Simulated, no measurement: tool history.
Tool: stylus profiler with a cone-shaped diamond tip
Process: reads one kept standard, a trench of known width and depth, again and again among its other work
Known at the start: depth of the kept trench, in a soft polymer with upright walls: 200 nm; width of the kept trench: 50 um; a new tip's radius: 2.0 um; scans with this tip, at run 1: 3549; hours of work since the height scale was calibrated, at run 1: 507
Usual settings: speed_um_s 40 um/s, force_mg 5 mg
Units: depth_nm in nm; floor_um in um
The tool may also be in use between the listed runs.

run	hour	speed_um_s	force_mg	scans with this tip	hours of work since the height scale was calibrated	depth_nm	floor_um
1	0	40	5	3549	507	204.29	48.08
2	21.5	40	5	3638	520	204.4	48.09
3	52.9	40	3.69	3768	539	203.5	48.1
4	82.1	40	3.69	3889	556	203.66	48.05
5	107.9	40	3.69	3996	571	203.41	48.11
6	131.5	40	3.69	4094	585	203.51	48.06
7	162.5	40	5	4222	603	204.26	48.11
8	196.2	40	12.76	4361	623	208.39	48.11
9	221.8	16	5	4467	639	204.29	48.11
10	238.9	40	5	4538	649	204.41	48.08
11	256.8	40	5	4612	659	204.39	48.02
12	289.1	40	5	4746	678	204.29	48.08
13	305.9	40	5	4815	688	204.25	48.12
14	326.6	40	5	4901	700	204.28	48.04
15	346.8	40	5	4984	712	204.3	48.07
16	367.2	40	3.41	5069	724	203.32	48.05
# hour 369.6: height scale calibrated on a step standard
17	391.4	40	3.41	5167	13	203.16	48.07
18	414.6	40	4.66	5263	27	203.88	48.08
19	439	40	1.87	5364	41	201.78	48
20	473	44	5	5505	61	204.02	48.06
21	496.1	19	2.07	5600	75	202.19	48.03
# hour 509: height scale calibrated on a step standard, once more
22	523.2	41	6.5	5710	8	205.37	48.08
23	541.3	78	13.7	5785	19	209.13	48.05
24	577.6	126	7.42	5935	41	206.06	47.93
25	607.6	17	2.75	6060	58	203.28	47.98
26	624	15	2.75	6127	68	203.07	48.06
27	656.7	61	2.58	6263	87	202.97	47.96
28	687	118	5.92	6388	105	205	47.92
29	709	130	4.55	6479	118	204.3	47.93
30	732.5	44	3	6577	132	203.04	47.91
31	767.6	132	4.13	6722	153	204	47.87
32	802.9	23	5	6868	174	204.61	48
33	827.7	108	4.82	6971	188	204.57	47.99
34	854.5	108	4.82	7082	204	204.56	47.93
35	886	108	4.82	7212	223	204.31	47.97
36	919.8	52	12.42	7351	243	208.27	48.01
37	938.3	52	9.15	7428	254	206.69	48
38	967.2	35	13.08	7548	271	208.54	47.97
39	990.7	50	13.24	7645	285	208.79	48.02

Forecast each of these 4 alternatives for the next run:
A	1021.2	12	2.75	7771	303	?	?
B	1021.2	50	14.62	7771	303	?	?
C	1021.2	40	13.21	7771	303	?	?
D	1021.2	151	1.87	7771	303	?	?

run	depth_nm	floor_um
A	202.7	48.01
B	209.47	48.01
C	208.6	48
D	202.21	47.74
Without the tool's hidden state the same runs would have given:
run	depth_nm	floor_um
A	202.88	48.24
B	209.66	48.24
C	208.78	48.23
D	202.38	47.97
